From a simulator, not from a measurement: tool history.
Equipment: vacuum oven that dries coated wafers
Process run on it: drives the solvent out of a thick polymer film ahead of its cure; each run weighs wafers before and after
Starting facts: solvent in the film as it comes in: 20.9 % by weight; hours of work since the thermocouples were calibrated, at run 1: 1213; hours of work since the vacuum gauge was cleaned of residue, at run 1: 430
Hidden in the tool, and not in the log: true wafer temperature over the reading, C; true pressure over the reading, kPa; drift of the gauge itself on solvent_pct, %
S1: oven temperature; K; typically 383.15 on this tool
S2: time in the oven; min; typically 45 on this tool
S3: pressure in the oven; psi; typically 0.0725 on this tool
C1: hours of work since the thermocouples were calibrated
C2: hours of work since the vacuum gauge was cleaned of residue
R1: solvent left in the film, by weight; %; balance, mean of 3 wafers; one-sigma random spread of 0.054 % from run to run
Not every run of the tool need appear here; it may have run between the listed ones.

run	hour	S1	S2	S3	C1	C2	R1
1	0	383.15	45	0.0725	1213	430	1.61
2	10.3	383.15	45	0.1439	1219	435	1.68
3	27.1	383.15	38	0.0725	1228	444	2.29
4	36.7	383.15	38	0.2616	1233	450	2.77
5	47.6	383.15	45	0.0725	1239	456	1.61
6	59.9	383.15	45	0.0725	1246	462	1.66
7	72.3	383.15	45	0.0725	1253	469	1.64
8	86.4	383.15	45	0.1081	1261	477	1.72
9	99.7	383.15	45	0.1081	1268	484	1.67
10	111.3	383.15	45	0.1081	1274	491	1.76
11	123.9	383.15	45	0.1081	1281	497	1.66
12	136	383.15	45	0.1081	1288	504	1.66
13	150.7	383.15	45	0.1081	1296	512	1.71
14	160.9	383.15	45	0.1081	1302	518	1.71
15	181.1	383.15	45	0.0725	1313	529	1.59
16	200.3	388.15	45	0.0725	1323	539	0.99
17	218.8	388.15	45	0.0725	1333	550	1.1
18	227.3	383.15	76	0.0725	1338	554	0.42
19	246.2	383.15	76	0.0725	1348	565	0.4
20	258.6	383.15	76	0.0387	1355	571	0.37
21	267	383.15	45	0.0725	1360	576	1.67
22	285	383.15	45	0.0725	1370	586	1.68
23	297.6	383.15	45	0.0725	1376	593	1.58
24	309.4	397.15	37	0.0725	1383	599	0.81
25	323.8	379.15	77	0.0672	1391	607	0.76
26	339.6	380.15	30	0.2547	1400	616	4.42
# hour 342.2: vacuum gauge cleaned of residue and calibrated
27	354.3	386.15	23	0.2547	1407	7	4.58
28	373.7	386.15	23	0.2547	1417	17	4.61
29	382.6	383.15	43	0.0725	1422	22	1.77
30	398.9	370.15	65	0.1671	1431	31	2.51
31	411.9	370.15	65	0.1671	1438	38	2.57
32	425.7	370.15	65	0.1671	1446	46	2.47
33	441.2	371.15	45	0.056	1454	54	3.66
# hour 448.9: vacuum gauge cleaned of residue and calibrated, once more
34	461	373.15	64	0.1668	1464	7	2
35	471.6	373.15	64	0.1668	1470	12	2.02
36	487.2	373.15	64	0.1668	1479	21	2.01
37	506	373.15	64	0.1668	1489	31	1.97
38	516.8	373.15	64	0.1668	1495	37	2.07
39	535.7	383.15	45	0.0645	1505	48	1.5
40	544.6	383.15	76	0.0503	1510	53	0.38
41	560.1	383.15	76	0.0503	1519	61	0.39
42	579.8	383.15	43	0.107	1530	72	1.72
43	592.5	378.15	32	0.2267	1537	79	4.37
44	606.5	396.15	45	0.0725	1544	86	0.41
45	622.4	396.15	45	0.0725	1553	95	0.43
46	638.2	376.15	45	0.0615	1562	104	2.6

Selected run-to-run steps in R1, each split into two signed amounts: the part the tool would show with no hidden state at all (from settings, incoming material and random variation), and the remainder, which goes to the hidden state together with any gauge scatter not common to the measured and the hidden-state-free results:
Run 25 -> 26: S1 379.15 -> 380.15, S2 77 -> 30, S3 0.0672 -> 0.2547. R1 +3.66 %: hidden state -0.58, all else +4.24.
Run 28 -> 29: S1 386.15 -> 383.15, S2 23 -> 43, S3 0.2547 -> 0.0725. R1 -2.84 %: hidden state +0.28, all else -3.12.
Run 43 -> 44: S1 378.15 -> 396.15, S2 32 -> 45, S3 0.2267 -> 0.0725. R1 -3.96 %: hidden state +0.72, all else -4.68.
Run 45 -> 46: S1 396.15 -> 376.15, S3 0.0725 -> 0.0615. R1 +2.17 %: hidden state -0.57, all else +2.74.
